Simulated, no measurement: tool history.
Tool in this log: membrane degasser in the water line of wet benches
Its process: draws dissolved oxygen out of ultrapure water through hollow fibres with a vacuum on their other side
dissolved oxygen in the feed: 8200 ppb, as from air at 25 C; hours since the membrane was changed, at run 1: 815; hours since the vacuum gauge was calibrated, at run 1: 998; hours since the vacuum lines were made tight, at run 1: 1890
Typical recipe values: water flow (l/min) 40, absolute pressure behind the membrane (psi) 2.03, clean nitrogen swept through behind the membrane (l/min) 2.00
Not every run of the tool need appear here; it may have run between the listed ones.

run,hour,water flow (l/min),absolute pressure behind the membrane (psi),clean nitrogen swept through behind the membrane (l/min),hours since the membrane was changed,hours since the vacuum gauge was calibrated,hours since the vacuum lines were made tight,dissolved oxygen in the water behind the degasser (ppb),pressure that the water loses in the fibres (psi)
1,0.0,40,2.03,2.00,815,998,1890,462.4,10.022
2,54.4,40,2.03,2.00,869,1052,1944,460.0,9.979
3,105.5,40,2.03,2.00,920,1103,1995,460.0,9.931
4,133.1,40,2.03,2.00,948,1131,2023,461.1,9.979
5,187.6,40,4.29,2.00,1002,1185,2077,1049.1,9.996
6,234.3,40,2.03,2.00,1049,1232,2124,464.5,10.040
7,265.6,40,2.03,2.00,1080,1263,2155,459.4,9.951
8,319.4,40,2.03,2.00,1134,1317,2209,459.0,10.051
9,374.3,40,2.03,2.00,1189,1372,2264,461.9,10.026
10,434.4,40,2.28,2.58,1249,1432,2324,429.7,10.067
11,464.9,45,2.71,3.72,1279,1462,2355,423.1,11.362
12,491.1,40,2.36,1.54,1306,1489,2381,686.4,10.058
13,532.8,37,2.36,3.56,1347,1530,2422,312.6,9.264
14,587.4,37,2.36,3.56,1402,1585,2477,313.6,9.342
15,646.6,40,2.03,2.38,1461,1644,2536,395.3,10.037
16,685.5,54,1.55,2.10,1500,1683,2575,408.8,13.580
17,746.9,54,1.55,2.10,1561,1744,2637,409.8,13.577

Alternative continuations, all from the tool just after run 17; predict every row:
A,776.2,63,2.03,5.29,1591,1774,2666,?,?
B,776.2,38,2.03,1.89,1591,1774,2666,?,?
C,776.2,54,1.57,1.43,1591,1774,2666,?,?
D,776.2,40,4.41,2.73,1591,1774,2666,?,?

run,dissolved oxygen in the water behind the degasser (ppb),pressure that the water loses in the fibres (psi)
A,302.2,15.916
B,466.4,9.551
C,557.2,13.600
D,832.9,10.106
Take away the tool's hidden state, keep each run's random variation, and the runs would have read:
run,dissolved oxygen in the water behind the degasser (ppb),pressure that the water loses in the fibres (psi)
A,299.9,15.676
B,463.9,9.407
C,553.4,13.394
D,830.5,9.954

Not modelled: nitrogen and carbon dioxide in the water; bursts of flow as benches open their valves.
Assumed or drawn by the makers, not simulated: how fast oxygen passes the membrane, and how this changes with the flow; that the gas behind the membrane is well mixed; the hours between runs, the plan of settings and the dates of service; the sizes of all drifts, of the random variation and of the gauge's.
